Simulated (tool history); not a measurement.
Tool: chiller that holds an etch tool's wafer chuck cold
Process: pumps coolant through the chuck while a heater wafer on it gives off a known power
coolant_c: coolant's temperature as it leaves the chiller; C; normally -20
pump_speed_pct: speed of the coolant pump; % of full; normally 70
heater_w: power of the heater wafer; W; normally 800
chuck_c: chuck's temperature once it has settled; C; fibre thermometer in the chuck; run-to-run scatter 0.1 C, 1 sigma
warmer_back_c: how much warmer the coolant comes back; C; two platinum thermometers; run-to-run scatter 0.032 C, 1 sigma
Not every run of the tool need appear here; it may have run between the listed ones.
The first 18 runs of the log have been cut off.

| run | hour | coolant_c | pump_speed_pct | heater_w | hours since the coolant was changed and the channels were flushed | hours since the pump was overhauled | hours since the chiller's thermometer was calibrated | chuck_c | warmer_back_c |
|---|---|---|---|---|---|---|---|---|---|
| 19 | 594.5 | -29 | 66 | 800 | 2727 | 1451 | 418 | -21.6 | 4.44 |
| 20 | 627.5 | -20 | 70 | 481 | 2760 | 1484 | 451 | -15.8 | 2.60 |
| 21 | 661.9 | -13 | 71 | 621 | 2794 | 1518 | 486 | -7.8 | 3.21 |
| 22 | 699.0 | -24 | 79 | 1152 | 2831 | 1555 | 523 | -15.3 | 5.19 |
| 23 | 730.1 | -24 | 79 | 1152 | 2862 | 1586 | 554 | -15.3 | 5.18 |
| 24 | 762.0 | -24 | 100 | 1152 | 2894 | 1618 | 586 | -17.0 | 4.00 |
| 25 | 805.8 | -24 | 100 | 1152 | 2938 | 1662 | 629 | -17.0 | 4.06 |
| 26 | 845.3 | -24 | 100 | 1152 | 2978 | 1702 | 669 | -17.0 | 4.05 |
| 27 | 892.5 | -24 | 100 | 1152 | 3025 | 1749 | 716 | -17.1 | 4.03 |
| 28 | 921.3 | -20 | 99 | 546 | 3054 | 1778 | 745 | -16.7 | 2.04 |
| 29 | 964.9 | -20 | 99 | 546 | 3097 | 1821 | 789 | -16.8 | 2.12 |
| 30 | 1000.1 | -20 | 99 | 546 | 3132 | 1856 | 824 | -16.6 | 2.07 |

Forecast each of these 3 alternatives for the next run:
| A | 1032.6 | -20 | 95 | 814 | 3165 | 1889 | 856 | ? | ? |
| B | 1032.6 | -20 | 90 | 800 | 3165 | 1889 | 856 | ? | ? |
| C | 1032.6 | -20 | 67 | 594 | 3165 | 1889 | 856 | ? | ? |

| run | chuck_c | warmer_back_c |
|---|---|---|
| A | -14.8 | 3.08 |
| B | -14.6 | 3.26 |
| C | -14.7 | 3.41 |
Without the tool's hidden state the same runs would have given:
| run | chuck_c | warmer_back_c |
|---|---|---|
| A | -14.8 | 2.84 |
| B | -14.7 | 3.02 |
| C | -14.7 | 3.16 |

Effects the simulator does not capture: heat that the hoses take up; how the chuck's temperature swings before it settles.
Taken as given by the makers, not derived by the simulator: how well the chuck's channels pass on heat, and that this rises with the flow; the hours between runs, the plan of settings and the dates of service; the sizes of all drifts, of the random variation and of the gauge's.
